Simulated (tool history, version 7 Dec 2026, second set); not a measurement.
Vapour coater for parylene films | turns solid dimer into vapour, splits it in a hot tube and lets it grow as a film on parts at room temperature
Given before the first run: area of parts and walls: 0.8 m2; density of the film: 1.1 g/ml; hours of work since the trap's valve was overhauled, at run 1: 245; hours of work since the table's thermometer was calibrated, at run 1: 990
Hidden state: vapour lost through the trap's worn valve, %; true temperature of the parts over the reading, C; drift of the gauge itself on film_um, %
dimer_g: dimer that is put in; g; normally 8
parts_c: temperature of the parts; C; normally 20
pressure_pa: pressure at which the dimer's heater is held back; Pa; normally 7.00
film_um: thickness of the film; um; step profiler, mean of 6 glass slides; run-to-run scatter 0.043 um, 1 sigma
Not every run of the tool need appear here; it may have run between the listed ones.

| run | hour | dimer_g | parts_c | pressure_pa | hours of work since the trap's valve was overhauled | hours of work since the table's thermometer was calibrated | film_um |
|---|---|---|---|---|---|---|---|
| 1 | 0.0 | 8 | 20 | 7.00 | 245 | 990 | 4.19 |
|  | 19.5 | trap's valve overhauled |
| 2 | 64.6 | 8 | 20 | 7.00 | 38 | 1041 | 4.70 |
| 3 | 121.4 | 8 | 20 | 7.00 | 86 | 1089 | 4.56 |
| 4 | 157.3 | 6 | 20 | 7.00 | 116 | 1119 | 3.35 |
| 5 | 209.0 | 6 | 20 | 7.00 | 159 | 1163 | 3.35 |
| 6 | 254.4 | 8 | 20 | 11.21 | 197 | 1201 | 4.17 |
|  | 328.3 | trap's valve overhauled |
| 7 | 329.2 | 8 | 20 | 11.21 | 1 | 1260 | 4.40 |
| 8 | 377.7 | 8 | 20 | 11.21 | 41 | 1301 | 4.31 |
| 9 | 445.1 | 8 | 20 | 11.21 | 98 | 1358 | 4.27 |
| 10 | 485.3 | 8 | 20 | 7.00 | 132 | 1391 | 4.45 |
| 11 | 529.7 | 12 | 20 | 7.00 | 169 | 1429 | 6.64 |
| 12 | 589.6 | 12 | 20 | 7.00 | 220 | 1479 | 6.51 |
|  | 641.1 | trap's valve overhauled |
| 13 | 647.8 | 8 | 20 | 7.00 | 6 | 1525 | 4.65 |
| 14 | 698.7 | 8 | 24 | 7.00 | 48 | 1567 | 4.31 |
| 15 | 773.6 | 8 | 20 | 7.00 | 111 | 1630 | 4.52 |
| 16 | 851.6 | 8 | 20 | 7.00 | 177 | 1696 | 4.43 |
| 17 | 892.7 | 8 | 20 | 7.00 | 211 | 1730 | 4.37 |
|  | 900.9 | table's thermometer calibrated |
|  | 949.3 | trap's valve overhauled |
| 18 | 975.4 | 8 | 20 | 7.00 | 22 | 59 | 4.62 |
| 19 | 1020.9 | 11 | 21 | 7.00 | 60 | 97 | 6.23 |
| 20 | 1097.9 | 6 | 23 | 11.78 | 125 | 162 | 3.01 |

Run 21 is up next; what results do you expect?
| 21 | 1153.6 | 6 | 23 | 11.78 | 172 | 209 | ? |

{"run 21": {"film_um": 2.92}}
Had the tool carried no hidden state, the very same run would have given film_um 3.12 um.

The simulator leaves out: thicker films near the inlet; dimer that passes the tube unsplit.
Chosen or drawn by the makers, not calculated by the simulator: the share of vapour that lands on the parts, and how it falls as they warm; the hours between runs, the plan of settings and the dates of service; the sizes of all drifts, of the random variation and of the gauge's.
